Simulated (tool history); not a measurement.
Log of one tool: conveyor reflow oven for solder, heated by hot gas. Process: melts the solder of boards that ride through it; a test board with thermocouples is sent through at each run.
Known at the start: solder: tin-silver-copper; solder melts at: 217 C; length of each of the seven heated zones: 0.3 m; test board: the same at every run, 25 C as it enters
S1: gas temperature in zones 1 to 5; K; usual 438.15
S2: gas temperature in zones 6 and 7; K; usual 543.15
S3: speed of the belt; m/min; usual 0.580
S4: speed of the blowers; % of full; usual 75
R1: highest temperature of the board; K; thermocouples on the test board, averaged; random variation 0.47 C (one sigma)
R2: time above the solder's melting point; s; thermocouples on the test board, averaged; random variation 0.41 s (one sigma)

run   hour      S1      S2     S3  S4      R1    R2
  1    0.0  438.15  543.15  0.580  75  523.45  43.5
  2   44.7  438.15  543.15  0.580  75  522.55  42.5
  3   71.6  438.15  542.15  0.580  75  521.15  41.7
  4   99.2  438.15  542.15  0.580  75  520.55  42.3
  5  120.1  438.15  541.15  0.580  75  519.95  41.7
  6  160.5  438.15  543.15  0.583  75  521.85  42.0
  7  182.1  438.15  543.15  0.583  75  521.45  42.1
  8  203.5  438.15  543.15  0.580  75  521.75  41.9
  9  250.1  438.15  543.15  0.580  75  522.75  42.3
 10  300.8  438.15  543.15  0.571  75  523.55  44.7
 11  342.3  438.15  543.15  0.608  75  521.75  40.3
 12  392.9  438.15  543.15  0.608  75  521.35  40.3
 13  441.2  438.15  543.15  0.608  75  520.45  41.2
 14  469.0  438.15  543.15  0.608  75  520.55  41.4
 15  509.1  438.15  543.15  0.608  75  519.45  37.5
 16  538.8  446.15  549.15  0.580  75  527.85  47.3
 17  564.4  453.15  542.15  0.627  57  516.85  37.8
 18  596.1  453.15  542.15  0.627  57  515.55  37.4
 19  624.3  453.15  542.15  0.627  57  516.85  36.3
 20  671.6  449.15  544.15  0.683  87  519.45  35.6
 21  699.0  434.15  532.15  0.580  89  511.55  34.2
 22  720.9  438.15  543.15  0.580  64  518.05  37.7
 23  752.9  438.15  549.15  0.697  77  521.25  32.9
 24  801.8  438.15  549.15  0.697  77  521.35  33.3
 25  824.6  439.15  545.15  0.625  80  523.25  39.7
 26  853.7  448.15  543.15  0.547  77  528.95  52.0
 27  902.4  434.15  543.15  0.471  87  532.05  59.8
 28  930.2  434.15  543.15  0.471  87  531.75  59.6
 29  967.6  438.15  543.15  0.580  75  523.95  43.8
 30  999.5  429.15  543.15  0.580  81  522.85  40.7

Not shown: 5 entries that the log had between the listed runs. Between which runs, and how does the tool's hidden state differ before and after?
Between runs 9 and 10: flux residue cleaned out of gas plates and filters (hour 288.0)
  heat that the gas passes to the board, % of a clean oven's: 94.7 -> 99.4; belt's true speed, % of the reading: 97.75 -> 97.67; true gas temperature in zones 6 and 7 over the reading, C: -2.62 -> -2.73
  measured less the result without the state, R1: -2.90 -> -1.70 K; R2: -1.1 -> +0.1 s
Between runs 11 and 12: belt drive overhauled, speed set with a stopwatch (hour 356.8)
  heat that the gas passes to the board, % of a clean oven's: 99 -> 98.5; belt's true speed, % of the reading: 97.6 -> 96.62; true gas temperature in zones 6 and 7 over the reading, C: -2.84 -> -2.97
  measured less the result without the state, R1: -1.80 -> -1.70 K; R2: +0.0 -> +0.5 s
Between runs 14 and 15: belt drive overhauled, speed set with a stopwatch, once more (hour 492.9)
  heat that the gas passes to the board, % of a clean oven's: 97.7 -> 97.4; belt's true speed, % of the reading: 96.48 -> 99.87; true gas temperature in zones 6 and 7 over the reading, C: -3.16 -> -3.26
  measured less the result without the state, R1: -2.00 -> -3.50 K; R2: +0.3 -> -2.3 s
Between runs 22 and 23: thermocouples of zones 6 and 7 changed (hour 739.0)
  heat that the gas passes to the board, % of a clean oven's: 95.3 -> 95; belt's true speed, % of the reading: 99.5 -> 99.45; true gas temperature in zones 6 and 7 over the reading, C: -3.8 -> 0.27
  measured less the result without the state, R1: -4.30 -> -1.30 K; R2: -3.1 -> -0.8 s
Between runs 25 and 26: flux residue cleaned out of gas plates and filters (hour 833.9)
  heat that the gas passes to the board, % of a clean oven's: 94.3 -> 98.7; belt's true speed, % of the reading: 99.32 -> 99.27; true gas temperature in zones 6 and 7 over the reading, C: 0.08 -> 0.02
  measured less the result without the state, R1: -1.50 -> +0.00 K; R2: -0.9 -> +0.3 s
